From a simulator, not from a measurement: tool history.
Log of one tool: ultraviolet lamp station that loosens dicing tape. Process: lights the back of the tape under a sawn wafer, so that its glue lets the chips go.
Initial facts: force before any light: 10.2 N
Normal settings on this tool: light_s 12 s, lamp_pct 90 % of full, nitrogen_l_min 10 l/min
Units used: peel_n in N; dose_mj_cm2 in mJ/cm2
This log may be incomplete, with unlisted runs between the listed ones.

run    hour  light_s  lamp_pct  nitrogen_l_min  peel_n  dose_mj_cm2
  1       0       12        90              10   1.702          386
  2    40.4        6        90              10   3.977          187
  3    76.9        6        90              10   4.113          190
  4   122.6        6        90              10   4.269          184
  5     168        6        90              10   4.046          182
  6     201       21        90              10   0.597          630
  7   233.8       21        90               4   1.384          634
  8   261.3       12        90              19   1.249          355
        301  -- lamp changed
  9   327.1       12        90               9   0.968          529
 10   382.5       12        64              10   1.745          372
 11   422.1       12        90              10   0.949          519
 12   465.6       12        90              10   0.943          512
 13   530.5        7        90              10   2.514          294
 14   591.8        7        90              10   2.518          291
 15     622        7        90              10   2.514          285
 16   668.7        7        90              10   2.642          285
 17   737.1        7        90              10     2.7          276
      743.6  -- window cleaned of glue's vapour
 18   773.5        7        90              10   2.442          304
 19     804       12        90              10   0.955          509
 20   838.9       12        63              10   1.877          359
 21   885.2       12        63              10   1.917          349
 22   930.2       12        63              10   1.935          349
 23   966.7       12        63              10   1.955          345
 24  1019.9       12        63              10   2.025          339
 25  1066.3       12        99               4   1.835          520
 26  1124.1       12        90              10   1.077          471
 27  1160.9       11        63              10    2.43          298
 28  1190.9       11        63              10    2.44          298
 29    1250       12        90               4   2.362          458
 30  1299.8        8        84               4    4.11          279
 31  1333.4        9        85              17   1.656          313
 32  1361.9        9        85              17    1.58          311
 33  1396.8       12        63               6   2.968          301
 34  1440.2       12        63               6    3.14          304
 35  1507.7        8        63              11   3.856          198
 36  1535.4        7        90              16   2.607          247
 37    1564       12        81              19   1.139          375
     1581.7  -- window cleaned of glue's vapour
 38  1597.9       12        77               5   2.565          380
 39  1627.2       24        90              10   0.302          876
 40  1669.1       11        90              10   1.531          401
 41  1705.9        8        90              11   2.376          285
 42  1739.3        9        90               9   2.347          320
 43  1785.7        9        90               9   2.389          318
 44  1838.6        9        90               9   2.381          310

Alternative continuations, all from the tool just after run 44; predict every row:
  A  1880.5       14        98              10       ?            ?
  B  1880.5       20        90              14       ?            ?
  C  1880.5       12        90               9       ?            ?

run  peel_n  dose_mj_cm2
  A   0.908          521
  B   0.392          679
  C   1.591          410
Without the tool's hidden state the same runs would have given:
run  peel_n  dose_mj_cm2
  A   0.444          719
  B   0.233          938
  C   0.847          566
